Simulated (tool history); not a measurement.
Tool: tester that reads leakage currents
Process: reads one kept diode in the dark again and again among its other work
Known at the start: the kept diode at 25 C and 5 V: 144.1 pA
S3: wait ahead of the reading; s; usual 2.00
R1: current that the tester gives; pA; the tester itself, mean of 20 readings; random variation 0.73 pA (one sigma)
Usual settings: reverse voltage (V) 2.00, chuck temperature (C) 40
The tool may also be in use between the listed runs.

Run 1, hour 0.0: usual settings. Result: R1 246.23 pA.
Run 2, hour 50.1: usual settings. Result: R1 247.09 pA.
Run 3, hour 118.0: usual settings. Result: R1 248.02 pA.
Run 4, hour 209.5: usual settings. Result: R1 247.72 pA.
Run 5, hour 276.3: usual settings but S3 2.24 s. Result: R1 247.33 pA.
Run 6, hour 389.0: usual settings. Result: R1 248.17 pA.
Run 7, hour 435.0: usual settings. Result: R1 247.50 pA.
Run 8, hour 542.1: usual settings but reverse voltage (V) 2.86. Result: R1 307.16 pA.
Run 9, hour 596.3: usual settings but reverse voltage (V) 2.86. Result: R1 310.26 pA.
Run 10, hour 657.5: usual settings. Result: R1 249.88 pA.
Run 11, hour 731.2: usual settings. Result: R1 250.59 pA.
Run 12, hour 818.9: usual settings but reverse voltage (V) 1.83. Result: R1 239.75 pA.
At hour 857.7: probe card cleaned and baked.
Run 13, hour 897.4: usual settings but reverse voltage (V) 1.83. Result: R1 238.64 pA.
Run 14, hour 1004.9: usual settings but reverse voltage (V) 3.89. Result: R1 373.93 pA.
At hour 1014.7: chuck's temperature calibrated.
Run 15, hour 1103.4: usual settings but reverse voltage (V) 3.89. Result: R1 357.63 pA.
Run 16, hour 1152.8: usual settings but reverse voltage (V) 3.89. Result: R1 358.99 pA.
Run 17, hour 1227.8: usual settings but reverse voltage (V) 3.89. Result: R1 358.10 pA.
Run 18, hour 1333.3: usual settings but reverse voltage (V) 1.38. Result: R1 195.55 pA.
Run 19, hour 1422.4: usual settings but reverse voltage (V) 1.38. Result: R1 195.68 pA.
Run 20, hour 1517.1: usual settings. Result: R1 243.53 pA.
Run 21, hour 1626.8: usual settings but chuck temperature (C) 31, S3 1.03 s. Result: R1 133.03 pA.
At hour 1669.8: tester calibrated.
Run 22, hour 1711.9: usual settings but reverse voltage (V) 2.73, S3 0.99 s. Result: R1 301.94 pA.
Run 23, hour 1771.6: usual settings but reverse voltage (V) 3.25, chuck temperature (C) 32, S3 0.99 s. Result: R1 193.89 pA.
Run 24, hour 1817.9: usual settings but reverse voltage (V) 3.25, chuck temperature (C) 32, S3 0.99 s. Result: R1 193.30 pA.
Run 25, hour 1888.1: usual settings but reverse voltage (V) 11.22, S3 2.52 s. Result: R1 692.63 pA.
Run 26, hour 1962.5: usual settings but reverse voltage (V) 11.22, S3 2.52 s. Result: R1 699.81 pA.
Run 27, hour 2037.4: usual settings but reverse voltage (V) 19.98, chuck temperature (C) 47, S3 2.02 s. Result: R1 1556.60 pA.
Run 28, hour 2128.6: usual settings but reverse voltage (V) 19.52, chuck temperature (C) 49, S3 2.67 s. Result: R1 1739.44 pA.
Run 29, hour 2196.9: usual settings but reverse voltage (V) 19.52, chuck temperature (C) 49, S3 2.67 s. Result: R1 1753.63 pA.
Run 30, hour 2249.7: usual settings but reverse voltage (V) 19.52, chuck temperature (C) 49, S3 2.67 s. Result: R1 1754.30 pA.
Run 31, hour 2312.0: usual settings but chuck temperature (C) 35, S3 2.24 s. Result: R1 181.59 pA.
Run 32, hour 2363.7: usual settings but reverse voltage (V) 2.69, chuck temperature (C) 22, S3 2.24 s. Result: R1 85.80 pA.
At hour 2435.6: chuck's temperature calibrated.
Run 33, hour 2459.6: usual settings but reverse voltage (V) 4.61, chuck temperature (C) 60, S3 2.26 s. Result: R1 1400.83 pA.
Run 34, hour 2550.1: usual settings but chuck temperature (C) 22. Result: R1 68.71 pA.
Run 35, hour 2653.6: usual settings but reverse voltage (V) 4.68, chuck temperature (C) 36, S3 7.96 s. Result: R1 310.18 pA.
Run 36, hour 2706.9: usual settings but reverse voltage (V) 4.68, chuck temperature (C) 36, S3 7.96 s. Result: R1 308.98 pA.
At hour 2757.5: probe card cleaned and baked.
Run 37, hour 2817.9: usual settings but reverse voltage (V) 4.68, chuck temperature (C) 36, S3 0.74 s. Result: R1 308.50 pA.
Run 38, hour 2912.0: usual settings but S3 2.35 s. Result: R1 244.24 pA.
Run 39, hour 2964.6: usual settings but S3 0.61 s. Result: R1 246.61 pA.

Some steps in R1 between neighbouring runs. How much of each would the tool show without its hidden state too (settings, what came in, random variation), and how much is left for the hidden state, with any gauge scatter that isn't in both results?
The hidden state here: stray current of the dirty probe card, pA a volt; current scale over the true one, %; true chuck temperature over the reading, C; drift of the gauge itself on leakage_pa, %.
Run 24 -> 25: reverse voltage (V) 3.25 -> 11.22, chuck temperature (C) 32 -> 40, S3 0.99 -> 2.52. R1 +499.33 pA: hidden state +19.43, all else +479.90.
Run 26 -> 27: reverse voltage (V) 11.22 -> 19.98, chuck temperature (C) 40 -> 47, S3 2.52 -> 2.02. R1 +856.79 pA: hidden state +34.60, all else +822.19.
Run 30 -> 31: reverse voltage (V) 19.52 -> 2.00, chuck temperature (C) 49 -> 35, S3 2.67 -> 2.24. R1 -1572.71 pA: hidden state -70.89, all else -1501.82.
Run 32 -> 33: reverse voltage (V) 2.69 -> 4.61, chuck temperature (C) 22 -> 60, S3 2.24 -> 2.26, chuck's temperature calibrated. R1 +1315.03 pA: hidden state -3.95, all else +1318.98.
Run 33 -> 34: reverse voltage (V) 4.61 -> 2.00, chuck temperature (C) 60 -> 22, S3 2.26 -> 2.00. R1 -1332.12 pA: hidden state -0.57, all else -1331.55.

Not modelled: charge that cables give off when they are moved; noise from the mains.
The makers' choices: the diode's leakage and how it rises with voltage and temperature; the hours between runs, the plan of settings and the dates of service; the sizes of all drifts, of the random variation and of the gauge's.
